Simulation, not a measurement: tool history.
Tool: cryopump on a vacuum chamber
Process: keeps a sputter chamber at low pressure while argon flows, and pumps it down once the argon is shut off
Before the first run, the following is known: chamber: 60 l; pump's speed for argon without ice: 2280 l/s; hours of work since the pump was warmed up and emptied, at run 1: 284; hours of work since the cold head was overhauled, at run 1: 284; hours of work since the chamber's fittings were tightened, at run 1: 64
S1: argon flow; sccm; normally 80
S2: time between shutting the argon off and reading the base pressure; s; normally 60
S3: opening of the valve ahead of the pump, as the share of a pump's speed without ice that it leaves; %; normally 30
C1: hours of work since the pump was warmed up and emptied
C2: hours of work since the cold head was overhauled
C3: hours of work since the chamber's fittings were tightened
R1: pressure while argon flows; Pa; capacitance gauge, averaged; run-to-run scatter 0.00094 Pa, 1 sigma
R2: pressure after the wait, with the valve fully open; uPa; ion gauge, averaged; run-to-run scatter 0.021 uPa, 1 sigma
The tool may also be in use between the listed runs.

{"run": 1, "hour": 0.0, "S1": 80, "S2": 60, "S3": 30, "C1": 284, "C2": 284, "C3": 64, "R1": 0.2088, "R2": 0.52}
{"run": 2, "hour": 60.5, "S1": 80, "S2": 60, "S3": 30, "C1": 335, "C2": 335, "C3": 115, "R1": 0.2123, "R2": 0.62}
{"run": 3, "hour": 93.9, "S1": 80, "S2": 60, "S3": 30, "C1": 363, "C2": 363, "C3": 143, "R1": 0.2154, "R2": 0.68}
{"run": 4, "hour": 132.0, "S1": 80, "S2": 60, "S3": 30, "C1": 395, "C2": 395, "C3": 175, "R1": 0.2174, "R2": 0.73}
{"run": 5, "hour": 185.2, "S1": 80, "S2": 60, "S3": 30, "C1": 439, "C2": 439, "C3": 219, "R1": 0.2208, "R2": 0.84}
{"hour": 205.4, "done": "pump warmed up, emptied and cooled again"}
{"run": 6, "hour": 216.4, "S1": 80, "S2": 60, "S3": 25, "C1": 9, "C2": 461, "C3": 241, "R1": 0.2371, "R2": 0.73}
{"run": 7, "hour": 275.4, "S1": 80, "S2": 60, "S3": 25, "C1": 59, "C2": 511, "C3": 291, "R1": 0.2392, "R2": 0.8}
{"run": 8, "hour": 326.7, "S1": 34, "S2": 60, "S3": 25, "C1": 102, "C2": 554, "C3": 334, "R1": 0.1021, "R2": 0.87}
{"run": 9, "hour": 357.1, "S1": 34, "S2": 60, "S3": 25, "C1": 127, "C2": 579, "C3": 359, "R1": 0.1035, "R2": 0.92}
{"run": 10, "hour": 386.6, "S1": 34, "S2": 60, "S3": 16, "C1": 152, "C2": 604, "C3": 384, "R1": 0.1587, "R2": 0.97}
{"run": 11, "hour": 418.8, "S1": 34, "S2": 60, "S3": 16, "C1": 179, "C2": 631, "C3": 411, "R1": 0.1618, "R2": 1.05}
{"run": 12, "hour": 474.0, "S1": 80, "S2": 60, "S3": 16, "C1": 225, "C2": 677, "C3": 457, "R1": 0.3836, "R2": 1.15}
{"run": 13, "hour": 500.9, "S1": 80, "S2": 102, "S3": 16, "C1": 248, "C2": 700, "C3": 480, "R1": 0.3816, "R2": 1.06}
{"run": 14, "hour": 529.2, "S1": 80, "S2": 85, "S3": 30, "C1": 272, "C2": 724, "C3": 503, "R1": 0.2118, "R2": 1.15}
{"run": 15, "hour": 585.4, "S1": 36, "S2": 60, "S3": 30, "C1": 319, "C2": 771, "C3": 551, "R1": 0.096, "R2": 1.35}
{"run": 16, "hour": 621.5, "S1": 80, "S2": 52, "S3": 53, "C1": 349, "C2": 801, "C3": 581, "R1": 0.1297, "R2": 1.47}
{"run": 17, "hour": 651.7, "S1": 72, "S2": 36, "S3": 32, "C1": 374, "C2": 826, "C3": 606, "R1": 0.1853, "R2": 1.74}
{"run": 18, "hour": 712.3, "S1": 80, "S2": 42, "S3": 30, "C1": 425, "C2": 877, "C3": 657, "R1": 0.2212, "R2": 1.73}
{"hour": 749.5, "done": "pump warmed up, emptied and cooled again"}
{"run": 19, "hour": 771.3, "S1": 35, "S2": 166, "S3": 19, "C1": 18, "C2": 922, "C3": 702, "R1": 0.1373, "R2": 1.2}
{"run": 20, "hour": 806.0, "S1": 74, "S2": 60, "S3": 36, "C1": 47, "C2": 952, "C3": 731, "R1": 0.1537, "R2": 1.39}
{"run": 21, "hour": 854.8, "S1": 80, "S2": 21, "S3": 21, "C1": 88, "C2": 993, "C3": 772, "R1": 0.2848, "R2": 2.01}
{"run": 22, "hour": 899.8, "S1": 71, "S2": 125, "S3": 17, "C1": 126, "C2": 1030, "C3": 810, "R1": 0.3143, "R2": 1.49}
{"run": 23, "hour": 945.8, "S1": 80, "S2": 141, "S3": 30, "C1": 165, "C2": 1069, "C3": 849, "R1": 0.2054, "R2": 1.48}
{"run": 24, "hour": 1006.3, "S1": 80, "S2": 141, "S3": 30, "C1": 215, "C2": 1120, "C3": 900, "R1": 0.208, "R2": 1.65}
{"run": 25, "hour": 1048.1, "S1": 80, "S2": 141, "S3": 30, "C1": 250, "C2": 1155, "C3": 935, "R1": 0.2109, "R2": 1.78}
{"run": 26, "hour": 1093.7, "S1": 80, "S2": 21, "S3": 30, "C1": 289, "C2": 1193, "C3": 973, "R1": 0.2101, "R2": 2.55}
{"run": 27, "hour": 1144.2, "S1": 80, "S2": 60, "S3": 20, "C1": 331, "C2": 1235, "C3": 1015, "R1": 0.3125, "R2": 2.17}
{"run": 28, "hour": 1187.5, "S1": 104, "S2": 60, "S3": 30, "C1": 367, "C2": 1272, "C3": 1051, "R1": 0.2825, "R2": 2.33}
{"run": 29, "hour": 1214.8, "S1": 65, "S2": 60, "S3": 30, "C1": 390, "C2": 1295, "C3": 1074, "R1": 0.1778, "R2": 2.34}
{"run": 30, "hour": 1264.3, "S1": 65, "S2": 60, "S3": 30, "C1": 432, "C2": 1336, "C3": 1116, "R1": 0.1807, "R2": 2.47}

Describe how what the log doesn't record of the tool's condition differs between the last listed run preceding each entry between runs and the first listed run following it.
Run 5 -> run 6: pump warmed up, emptied and cooled again (hour 205.4)
  pump's speed, % of a pump's without ice: 72.3 -> 99.3; cold plate's temperature, K: 12.19 -> 12.2; leak into the chamber, uPa l/s: 925 -> 983
  measured value less the no-hidden-state value, R1: +0.0230 -> +0.0006 Pa; R2: +0.43 -> +0.30 uPa
Run 18 -> run 19: pump warmed up, emptied and cooled again (hour 749.5)
  pump's speed, % of a pump's without ice: 72.4 -> 98.7; cold plate's temperature, K: 12.36 -> 12.37; leak into the chamber, uPa l/s: 2249 -> 2393
  measured value less the no-hidden-state value, R1: +0.0232 -> +0.0006 Pa; R2: +1.24 -> +0.95 uPa
